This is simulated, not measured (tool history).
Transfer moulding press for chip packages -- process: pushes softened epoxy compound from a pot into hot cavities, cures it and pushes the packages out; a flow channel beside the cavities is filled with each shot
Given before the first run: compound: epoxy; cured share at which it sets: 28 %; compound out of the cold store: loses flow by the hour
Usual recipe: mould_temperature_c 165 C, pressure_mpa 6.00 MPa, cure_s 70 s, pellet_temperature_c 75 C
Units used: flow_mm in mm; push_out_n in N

run    hour  mould_temperature_c  pressure_mpa  cure_s  pellet_temperature_c  incoming compound's hours out of the cold store  flow_mm  push_out_n
  1     0.0                  165          6.00      70                    75                                             39.0      896         483
       36.3  -- cavities cleaned with cleaning compound and waxed
  2    64.1                  165          4.63      70                    75                                             16.7      870         552
  3   109.5                  165          4.63      70                    75                                             20.9      825         558
      143.0  -- cavities cleaned with cleaning compound and waxed
  4   152.5                  165          4.63      57                    75                                             29.7      786         495
  5   190.0                  165          4.63      57                    75                                             26.2      791         705
      246.2  -- cavities cleaned with cleaning compound and waxed
  6   246.2                  165          6.00      70                    75                                             47.1      821         263
  7   283.8                  169          6.00      70                    75                                             18.9      899         363
      343.1  -- plunger's sealing rings changed
      358.3  -- cavities cleaned with cleaning compound and waxed
  8   361.1                  169          6.00      70                    75                                             24.9      956         254
  9   399.9                  165          6.00      70                    75                                             15.9     1014         474
 10   458.2                  169          6.00      70                    75                                             41.2      879         423
      464.2  -- cavities cleaned with cleaning compound and waxed
 11   534.2                  169          6.00      70                    75                                             28.2      910         411
      560.0  -- cavities cleaned with cleaning compound and waxed, once more
 12   619.6                  165          6.00      70                    75                                             40.6      855         498
      663.6  -- cavities cleaned with cleaning compound and waxed
 13   711.1                  165          6.00      78                    75                                             43.0      827         397
      769.5  -- cavities cleaned with cleaning compound and waxed
      786.0  -- plunger's sealing rings changed
 14   795.4                  165          6.00      70                    75                                             12.6     1022         428
 15   842.8                  167          4.66     105                    70                                             25.8      842         359
      878.8  -- cavities cleaned with cleaning compound and waxed
 16   911.9                  167          4.66     105                    70                                             46.5      766         328
 17   957.3                  166          6.46     105                    66                                             31.5      940         388
      983.4  -- cavities cleaned with cleaning compound and waxed
 18  1015.8                  165          4.87      70                    75                                             21.7      836         453
 19  1061.6                  165          4.87      70                    75                                             24.0      821         525
     1088.3  -- cavities cleaned with cleaning compound and waxed
 20  1107.6                  165          4.87      70                    75                                             18.2      849         427
 21  1152.7                  165          4.85      70                    83                                             30.8      790         516
     1192.2  -- cavities cleaned with cleaning compound and waxed
 22  1206.5                  168          5.35      70                    68                                             17.2      855         323
     1224.1  -- plunger's sealing rings changed
 23  1271.9                  168          5.35     102                    66                                             21.7      908         395
     1302.3  -- cavities cleaned with cleaning compound and waxed
 24  1320.0                  168          5.44      60                    66                                             28.1      876         447
     1337.4  -- mould's thermocouples calibrated
 25  1365.9                  168          5.44      60                    66                                             13.1      924         556
     1408.9  -- cavities cleaned with cleaning compound and waxed
 26  1424.3                  168          6.44      60                    70                                             17.2      972         400
 27  1491.8                  168          6.44      60                    70                                             26.8      920         545
     1516.4  -- cavities cleaned with cleaning compound and waxed
 28  1574.4                  173          6.00      70                    73                                             21.5      874         357

Forecast each of these 3 alternatives for the next run:
  A  1615.8                  173          6.00      70                    70                                             45.1        ?           ?
  B  1615.8                  173          6.76      70                    73                                             20.1        ?           ?
  C  1615.8                  165          6.19      66                    75                                             28.1        ?           ?

run  flow_mm  push_out_n
  A      798         392
  B      917         392
  C      876         556
Without the tool's unlogged condition, the same runs would have read:
run  flow_mm  push_out_n
  A      874         202
  B     1004         203
  C      960         281
